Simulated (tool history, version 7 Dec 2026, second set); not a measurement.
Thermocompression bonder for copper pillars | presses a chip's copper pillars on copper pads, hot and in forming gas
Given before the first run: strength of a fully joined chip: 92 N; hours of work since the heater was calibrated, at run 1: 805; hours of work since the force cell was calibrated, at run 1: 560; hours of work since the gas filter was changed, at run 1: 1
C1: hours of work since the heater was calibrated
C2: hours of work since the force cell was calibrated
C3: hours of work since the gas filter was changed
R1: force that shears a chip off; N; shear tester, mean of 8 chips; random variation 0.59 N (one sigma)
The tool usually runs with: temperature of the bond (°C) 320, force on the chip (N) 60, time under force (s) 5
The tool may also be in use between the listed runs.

run 1 hour=0 | temperature_of_the_bond_(°C)=320 force_on_the_chip_(N)=60 time_under_force_(s)=5 | C1=805 C2=560 C3=1 | R1=68.5
run 2 hour=27.2 | temperature_of_the_bond_(°C)=320 force_on_the_chip_(N)=60 time_under_force_(s)=5 | C1=820 C2=575 C3=16 | R1=67.6
run 3 hour=66.9 | temperature_of_the_bond_(°C)=320 force_on_the_chip_(N)=60 time_under_force_(s)=5 | C1=842 C2=597 C3=39 | R1=67
run 4 hour=120.3 | temperature_of_the_bond_(°C)=320 force_on_the_chip_(N)=60 time_under_force_(s)=5 | C1=872 C2=627 C3=68 | R1=66.3
run 5 hour=144 | temperature_of_the_bond_(°C)=320 force_on_the_chip_(N)=40 time_under_force_(s)=5 | C1=885 C2=640 C3=82 | R1=56.3
run 6 hour=183.8 | temperature_of_the_bond_(°C)=320 force_on_the_chip_(N)=40 time_under_force_(s)=5 | C1=908 C2=663 C3=104 | R1=55
run 7 hour=234.9 | temperature_of_the_bond_(°C)=320 force_on_the_chip_(N)=87 time_under_force_(s)=5 | C1=936 C2=691 C3=132 | R1=72.6
run 8 hour=265.8 | temperature_of_the_bond_(°C)=320 force_on_the_chip_(N)=60 time_under_force_(s)=5 | C1=953 C2=708 C3=150 | R1=64.2
run 9 hour=308.9 | temperature_of_the_bond_(°C)=320 force_on_the_chip_(N)=60 time_under_force_(s)=5 | C1=977 C2=732 C3=174 | R1=63.7
run 10 hour=335.3 | temperature_of_the_bond_(°C)=320 force_on_the_chip_(N)=49 time_under_force_(s)=5 | C1=992 C2=747 C3=188 | R1=59
-- hour=342.5 force cell calibrated
-- hour=360 forming gas filter changed
run 11 hour=376.5 | temperature_of_the_bond_(°C)=349 force_on_the_chip_(N)=60 time_under_force_(s)=5 | C1=1014 C2=19 C3=9 | R1=76.9
run 12 hour=423.8 | temperature_of_the_bond_(°C)=349 force_on_the_chip_(N)=60 time_under_force_(s)=5 | C1=1040 C2=45 C3=36 | R1=77.4
run 13 hour=465.1 | temperature_of_the_bond_(°C)=349 force_on_the_chip_(N)=60 time_under_force_(s)=5 | C1=1064 C2=68 C3=59 | R1=75.4
run 14 hour=517 | temperature_of_the_bond_(°C)=349 force_on_the_chip_(N)=60 time_under_force_(s)=5 | C1=1093 C2=97 C3=88 | R1=74.3
run 15 hour=560.6 | temperature_of_the_bond_(°C)=349 force_on_the_chip_(N)=60 time_under_force_(s)=5 | C1=1117 C2=122 C3=112 | R1=75.3
run 16 hour=594.8 | temperature_of_the_bond_(°C)=318 force_on_the_chip_(N)=60 time_under_force_(s)=5 | C1=1136 C2=141 C3=131 | R1=66
run 17 hour=623.9 | temperature_of_the_bond_(°C)=318 force_on_the_chip_(N)=60 time_under_force_(s)=5 | C1=1152 C2=157 C3=147 | R1=65.1
run 18 hour=662.9 | temperature_of_the_bond_(°C)=318 force_on_the_chip_(N)=60 time_under_force_(s)=5 | C1=1174 C2=179 C3=169 | R1=64.5
run 19 hour=709 | temperature_of_the_bond_(°C)=320 force_on_the_chip_(N)=81 time_under_force_(s)=5 | C1=1200 C2=204 C3=195 | R1=70.2
-- hour=721.2 forming gas filter changed
run 20 hour=736 | temperature_of_the_bond_(°C)=320 force_on_the_chip_(N)=60 time_under_force_(s)=7 | C1=1215 C2=219 C3=8 | R1=74
run 21 hour=765.6 | temperature_of_the_bond_(°C)=320 force_on_the_chip_(N)=60 time_under_force_(s)=7 | C1=1231 C2=236 C3=25 | R1=74.3
run 22 hour=799.1 | temperature_of_the_bond_(°C)=320 force_on_the_chip_(N)=60 time_under_force_(s)=7 | C1=1250 C2=254 C3=44 | R1=73.8
run 23 hour=840.2 | temperature_of_the_bond_(°C)=340 force_on_the_chip_(N)=45 time_under_force_(s)=11 | C1=1273 C2=277 C3=66 | R1=77.5
-- hour=862.2 heater calibrated with a thermocouple chip
run 24 hour=875.6 | temperature_of_the_bond_(°C)=293 force_on_the_chip_(N)=70 time_under_force_(s)=9 | C1=7 C2=296 C3=85 | R1=67.8
run 25 hour=928.8 | temperature_of_the_bond_(°C)=290 force_on_the_chip_(N)=76 time_under_force_(s)=9 | C1=37 C2=326 C3=115 | R1=67.6
run 26 hour=976.1 | temperature_of_the_bond_(°C)=301 force_on_the_chip_(N)=51 time_under_force_(s)=5 | C1=64 C2=352 C3=141 | R1=52.2
run 27 hour=1019.9 | temperature_of_the_bond_(°C)=301 force_on_the_chip_(N)=51 time_under_force_(s)=5 | C1=88 C2=377 C3=166 | R1=51.5
run 28 hour=1049.9 | temperature_of_the_bond_(°C)=303 force_on_the_chip_(N)=69 time_under_force_(s)=9 | C1=105 C2=393 C3=182 | R1=68.1
-- hour=1083.7 forming gas filter changed
run 29 hour=1093.1 | temperature_of_the_bond_(°C)=320 force_on_the_chip_(N)=60 time_under_force_(s)=12 | C1=129 C2=417 C3=5 | R1=78.1
run 30 hour=1132.6 | temperature_of_the_bond_(°C)=320 force_on_the_chip_(N)=60 time_under_force_(s)=12 | C1=151 C2=439 C3=27 | R1=78.2
run 31 hour=1170.2 | temperature_of_the_bond_(°C)=315 force_on_the_chip_(N)=61 time_under_force_(s)=6 | C1=172 C2=460 C3=48 | R1=66.8
run 32 hour=1221.8 | temperature_of_the_bond_(°C)=320 force_on_the_chip_(N)=78 time_under_force_(s)=5 | C1=201 C2=489 C3=77 | R1=70.6
run 33 hour=1272.5 | temperature_of_the_bond_(°C)=320 force_on_the_chip_(N)=65 time_under_force_(s)=5 | C1=229 C2=517 C3=105 | R1=64.1
run 34 hour=1299.1 | temperature_of_the_bond_(°C)=320 force_on_the_chip_(N)=65 time_under_force_(s)=5 | C1=244 C2=532 C3=120 | R1=64.9
run 35 hour=1336 | temperature_of_the_bond_(°C)=320 force_on_the_chip_(N)=60 time_under_force_(s)=14 | C1=264 C2=553 C3=141 | R1=75
run 36 hour=1362.6 | temperature_of_the_bond_(°C)=314 force_on_the_chip_(N)=57 time_under_force_(s)=14 | C1=279 C2=568 C3=156 | R1=73.4
run 37 hour=1409.7 | temperature_of_the_bond_(°C)=320 force_on_the_chip_(N)=46 time_under_force_(s)=5 | C1=305 C2=594 C3=182 | R1=55.9
-- hour=1444.5 forming gas filter changed
run 38 hour=1452.6 | temperature_of_the_bond_(°C)=320 force_on_the_chip_(N)=42 time_under_force_(s)=14 | C1=329 C2=618 C3=5 | R1=73.2
run 39 hour=1494.6 | temperature_of_the_bond_(°C)=320 force_on_the_chip_(N)=42 time_under_force_(s)=14 | C1=353 C2=641 C3=28 | R1=71.7

Forecast each of these 5 alternatives for the next run:
run A hour=1517.7 | temperature_of_the_bond_(°C)=310 force_on_the_chip_(N)=59 time_under_force_(s)=6 | C1=365 C2=654 C3=41 | R1=?
run B hour=1517.7 | temperature_of_the_bond_(°C)=320 force_on_the_chip_(N)=42 time_under_force_(s)=10 | C1=365 C2=654 C3=41 | R1=?
run C hour=1517.7 | temperature_of_the_bond_(°C)=311 force_on_the_chip_(N)=73 time_under_force_(s)=9 | C1=365 C2=654 C3=41 | R1=?
run D hour=1517.7 | temperature_of_the_bond_(°C)=320 force_on_the_chip_(N)=83 time_under_force_(s)=9 | C1=365 C2=654 C3=41 | R1=?
run E hour=1517.7 | temperature_of_the_bond_(°C)=320 force_on_the_chip_(N)=60 time_under_force_(s)=10 | C1=365 C2=654 C3=41 | R1=?

run=A R1=65.5
run=B R1=67.1
run=C R1=74.9
run=D R1=79.4
run=E R1=74.7
With the hidden condition removed and each run's random variation left untouched, the same runs would have given:
run=A R1=67
run=B R1=68.6
run=C R1=76.5
run=D R1=81
run=E R1=76.3
